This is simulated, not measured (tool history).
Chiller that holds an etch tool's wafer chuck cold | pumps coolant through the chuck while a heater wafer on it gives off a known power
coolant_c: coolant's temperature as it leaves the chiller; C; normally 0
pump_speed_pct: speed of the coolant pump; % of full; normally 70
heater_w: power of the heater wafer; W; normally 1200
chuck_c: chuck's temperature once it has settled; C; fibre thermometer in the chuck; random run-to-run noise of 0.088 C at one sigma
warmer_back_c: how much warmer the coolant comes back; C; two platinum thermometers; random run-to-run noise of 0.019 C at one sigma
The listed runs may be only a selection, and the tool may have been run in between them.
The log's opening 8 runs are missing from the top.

{"hour": 1122.3, "done": "chiller's thermometer calibrated"}
{"hour": 1189.2, "done": "coolant changed, channels flushed"}
{"run": 9, "hour": 1254.9, "coolant_c": 0, "pump_speed_pct": 70, "heater_w": 1200, "chuck_c": 10.74, "warmer_back_c": 4.35}
{"run": 10, "hour": 1390.9, "coolant_c": 0, "pump_speed_pct": 70, "heater_w": 1200, "chuck_c": 10.75, "warmer_back_c": 4.35}
{"run": 11, "hour": 1529.8, "coolant_c": 0, "pump_speed_pct": 70, "heater_w": 1200, "chuck_c": 10.79, "warmer_back_c": 4.38}
{"run": 12, "hour": 1665.4, "coolant_c": 0, "pump_speed_pct": 70, "heater_w": 1200, "chuck_c": 10.91, "warmer_back_c": 4.4}
{"run": 13, "hour": 1777.8, "coolant_c": 0, "pump_speed_pct": 70, "heater_w": 1200, "chuck_c": 10.89, "warmer_back_c": 4.38}
{"run": 14, "hour": 1979.2, "coolant_c": 0, "pump_speed_pct": 70, "heater_w": 1200, "chuck_c": 11.04, "warmer_back_c": 4.39}
{"run": 15, "hour": 2127.3, "coolant_c": 0, "pump_speed_pct": 70, "heater_w": 1200, "chuck_c": 10.88, "warmer_back_c": 4.41}
{"run": 16, "hour": 2233.0, "coolant_c": 0, "pump_speed_pct": 70, "heater_w": 1200, "chuck_c": 11.06, "warmer_back_c": 4.34}
{"run": 17, "hour": 2454.0, "coolant_c": 0, "pump_speed_pct": 70, "heater_w": 1200, "chuck_c": 11.11, "warmer_back_c": 4.41}
{"run": 18, "hour": 2587.7, "coolant_c": 0, "pump_speed_pct": 99, "heater_w": 1200, "chuck_c": 8.52, "warmer_back_c": 3.16}
{"run": 19, "hour": 2808.6, "coolant_c": 0, "pump_speed_pct": 92, "heater_w": 1238, "chuck_c": 9.4, "warmer_back_c": 3.52}
{"run": 20, "hour": 2939.4, "coolant_c": -1, "pump_speed_pct": 78, "heater_w": 1284, "chuck_c": 10.01, "warmer_back_c": 4.28}
{"run": 21, "hour": 3170.9, "coolant_c": -8, "pump_speed_pct": 72, "heater_w": 855, "chuck_c": -0.17, "warmer_back_c": 3.07}
{"run": 22, "hour": 3294.3, "coolant_c": -8, "pump_speed_pct": 72, "heater_w": 855, "chuck_c": -0.19, "warmer_back_c": 3.07}
{"run": 23, "hour": 3514.1, "coolant_c": -8, "pump_speed_pct": 72, "heater_w": 855, "chuck_c": -0.04, "warmer_back_c": 3.09}
{"run": 24, "hour": 3719.3, "coolant_c": -8, "pump_speed_pct": 72, "heater_w": 855, "chuck_c": -0.05, "warmer_back_c": 3.08}
{"run": 25, "hour": 3819.4, "coolant_c": -8, "pump_speed_pct": 72, "heater_w": 855, "chuck_c": -0.03, "warmer_back_c": 3.07}
{"hour": 3969.0, "done": "chiller's thermometer calibrated"}
{"run": 26, "hour": 3990.3, "coolant_c": -10, "pump_speed_pct": 77, "heater_w": 941, "chuck_c": -1.59, "warmer_back_c": 3.22}
{"run": 27, "hour": 4217.2, "coolant_c": -7, "pump_speed_pct": 80, "heater_w": 941, "chuck_c": 1.17, "warmer_back_c": 3.07}
{"run": 28, "hour": 4367.2, "coolant_c": -7, "pump_speed_pct": 80, "heater_w": 941, "chuck_c": 1.29, "warmer_back_c": 3.09}
{"run": 29, "hour": 4492.7, "coolant_c": -7, "pump_speed_pct": 80, "heater_w": 941, "chuck_c": 1.21, "warmer_back_c": 3.08}
{"run": 30, "hour": 4620.6, "coolant_c": -7, "pump_speed_pct": 80, "heater_w": 941, "chuck_c": 1.31, "warmer_back_c": 3.1}
{"run": 31, "hour": 4847.9, "coolant_c": -7, "pump_speed_pct": 80, "heater_w": 941, "chuck_c": 1.25, "warmer_back_c": 3.07}

Below are 4 alternative next runs, each starting from the tool's condition after run 31. Predict each:
{"run": "A", "hour": 4952.7, "coolant_c": 7, "pump_speed_pct": 95, "heater_w": 1646, "chuck_c": "?", "warmer_back_c": "?"}
{"run": "B", "hour": 4952.7, "coolant_c": -7, "pump_speed_pct": 84, "heater_w": 653, "chuck_c": "?", "warmer_back_c": "?"}
{"run": "C", "hour": 4952.7, "coolant_c": -6, "pump_speed_pct": 62, "heater_w": 1085, "chuck_c": "?", "warmer_back_c": "?"}
{"run": "D", "hour": 4952.7, "coolant_c": -9, "pump_speed_pct": 92, "heater_w": 941, "chuck_c": "?", "warmer_back_c": "?"}

run=A chuck_c=19.83 warmer_back_c=4.63
run=B chuck_c=-1.39 warmer_back_c=2.06
run=C chuck_c=5.81 warmer_back_c=4.54
run=D chuck_c=-1.48 warmer_back_c=2.73
The same runs, with their run-to-run variation unchanged, on a tool lacking any hidden condition would have given:
run=A chuck_c=18.27 warmer_back_c=4.35
run=B chuck_c=-2.02 warmer_back_c=1.94
run=C chuck_c=4.42 warmer_back_c=4.26
run=D chuck_c=-2.36 warmer_back_c=2.56
